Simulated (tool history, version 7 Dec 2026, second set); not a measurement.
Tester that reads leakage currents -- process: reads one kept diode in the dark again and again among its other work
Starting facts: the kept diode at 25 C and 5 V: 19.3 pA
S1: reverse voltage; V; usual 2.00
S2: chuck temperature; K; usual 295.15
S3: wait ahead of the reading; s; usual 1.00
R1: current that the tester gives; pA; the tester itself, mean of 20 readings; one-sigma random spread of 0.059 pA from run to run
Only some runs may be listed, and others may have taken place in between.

{"run": 1, "hour": 0.0, "S1": 2.0, "S2": 295.15, "S3": 1.0, "R1": 11.93}
{"run": 2, "hour": 42.6, "S1": 2.0, "S2": 295.15, "S3": 1.0, "R1": 12.0}
{"run": 3, "hour": 87.0, "S1": 2.0, "S2": 295.15, "S3": 1.0, "R1": 12.03}
{"run": 4, "hour": 123.8, "S1": 2.0, "S2": 295.15, "S3": 3.61, "R1": 11.63}
{"run": 5, "hour": 164.6, "S1": 2.0, "S2": 295.15, "S3": 3.61, "R1": 11.6}
{"run": 6, "hour": 205.3, "S1": 10.75, "S2": 295.15, "S3": 3.61, "R1": 27.53}
{"run": 7, "hour": 243.0, "S1": 10.75, "S2": 295.15, "S3": 3.61, "R1": 27.58}
{"run": 8, "hour": 283.9, "S1": 10.75, "S2": 295.15, "S3": 3.61, "R1": 27.7}
{"run": 9, "hour": 318.1, "S1": 10.75, "S2": 295.15, "S3": 3.61, "R1": 27.79}
{"run": 10, "hour": 339.4, "S1": 10.75, "S2": 295.15, "S3": 3.61, "R1": 27.97}
{"run": 11, "hour": 368.9, "S1": 10.75, "S2": 295.15, "S3": 3.61, "R1": 27.88}
{"run": 12, "hour": 394.9, "S1": 2.0, "S2": 295.15, "S3": 4.4, "R1": 11.85}
{"run": 13, "hour": 438.7, "S1": 2.0, "S2": 295.15, "S3": 2.38, "R1": 11.9}
{"run": 14, "hour": 464.6, "S1": 17.89, "S2": 295.15, "S3": 2.38, "R1": 38.56}
{"run": 15, "hour": 492.6, "S1": 2.0, "S2": 301.15, "S3": 9.36, "R1": 19.08}
{"run": 16, "hour": 515.8, "S1": 1.54, "S2": 309.15, "S3": 9.36, "R1": 32.34}
{"run": 17, "hour": 536.1, "S1": 1.35, "S2": 309.15, "S3": 1.92, "R1": 30.56}
{"run": 18, "hour": 580.6, "S1": 1.35, "S2": 309.15, "S3": 1.92, "R1": 30.59}
{"run": 19, "hour": 609.9, "S1": 1.35, "S2": 309.15, "S3": 1.92, "R1": 30.78}
{"run": 20, "hour": 642.4, "S1": 2.0, "S2": 295.15, "S3": 4.2, "R1": 12.07}
{"run": 21, "hour": 681.5, "S1": 2.0, "S2": 295.15, "S3": 4.2, "R1": 11.94}
{"run": 22, "hour": 725.8, "S1": 1.76, "S2": 323.15, "S3": 1.18, "R1": 100.69}
{"run": 23, "hour": 761.9, "S1": 1.76, "S2": 323.15, "S3": 1.18, "R1": 101.02}
{"run": 24, "hour": 793.1, "S1": 6.11, "S2": 295.15, "S3": 0.46, "R1": 24.73}
{"run": 25, "hour": 826.9, "S1": 6.11, "S2": 295.15, "S3": 0.46, "R1": 24.96}
{"hour": 834.6, "done": "chuck's temperature calibrated"}
{"run": 26, "hour": 869.1, "S1": 9.4, "S2": 295.15, "S3": 2.2, "R1": 27.14}

Here are 3 independent what-if runs from the current tool condition. What would each one return?
{"run": "A", "hour": 893.3, "S1": 1.25, "S2": 321.15, "S3": 0.45, "R1": "?"}
{"run": "B", "hour": 893.3, "S1": 2.0, "S2": 312.15, "S3": 9.06, "R1": "?"}
{"run": "C", "hour": 893.3, "S1": 7.75, "S2": 299.15, "S3": 0.43, "R1": "?"}

run=A R1=72.98
run=B R1=44.31
run=C R1=36.01
Stripped of hidden state, with their random variation kept, the same runs would have yielded:
run=A R1=70.36
run=B R1=41.97
run=C R1=30.46
